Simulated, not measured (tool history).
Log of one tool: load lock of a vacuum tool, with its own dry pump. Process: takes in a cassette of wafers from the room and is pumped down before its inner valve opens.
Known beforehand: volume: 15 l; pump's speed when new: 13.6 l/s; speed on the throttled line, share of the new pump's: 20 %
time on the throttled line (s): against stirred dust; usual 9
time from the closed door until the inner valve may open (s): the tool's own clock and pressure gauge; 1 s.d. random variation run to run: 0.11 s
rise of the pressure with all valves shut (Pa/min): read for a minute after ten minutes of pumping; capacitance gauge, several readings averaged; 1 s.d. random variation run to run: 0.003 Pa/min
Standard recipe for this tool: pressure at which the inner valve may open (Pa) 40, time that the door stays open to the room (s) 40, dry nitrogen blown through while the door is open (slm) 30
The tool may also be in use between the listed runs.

run,hour,time on the throttled line (s),pressure at which the inner valve may open (Pa),time that the door stays open to the room (s),dry nitrogen blown through while the door is open (slm),"incoming humidity of the room's air, %",time from the closed door until the inner valve may open (s),rise of the pressure with all valves shut (Pa/min)
1,0.0,9,40,40,30,45.3,16.0,0.038
2,378.1,9,40,40,5,47.5,16.0,0.056
3,712.7,9,40,40,5,47.8,15.8,0.049
4,946.4,9,40,40,5,50.3,15.8,0.060
5,1206.9,9,40,40,30,46.6,15.9,0.044
6,1417.6,9,40,118,30,48.8,15.8,0.066
7,1615.2,9,40,118,30,45.3,15.8,0.066
8,1820.8,9,40,123,30,46.0,16.1,0.069
9,2061.7,9,40,40,30,39.8,16.0,0.032
10,2383.9,6,40,40,30,46.4,13.4,0.042
11,2712.9,9,40,40,30,43.8,15.9,0.037
12,3132.2,9,78,40,30,42.5,15.0,0.036
13,3374.9,9,40,40,5,43.3,15.9,0.052
14,3652.5,14,56,146,13,44.0,19.5,0.096
15,3877.2,14,56,146,13,40.4,19.5,0.086
16,4252.7,14,56,43,9,44.8,19.5,0.051
17,4493.7,6,40,28,8,44.6,13.5,0.045
18,4840.2,15,60,40,9,47.4,20.2,0.049
19,5256.0,15,29,158,30,42.4,21.0,0.078
20,5617.3,13,29,158,25,45.3,19.3,0.076
21,5875.6,4,35,158,25,44.2,11.9,0.084

Not shown: 1 entry that the log had between the listed runs. Between which runs, and how does the tool's hidden state differ before and after?
In the gap between runs 20 and 21: dry pump taken out, an overhauled one fitted (hour 5753.4)
  pump's speed, % of a new pump's: 99.9 -> 100
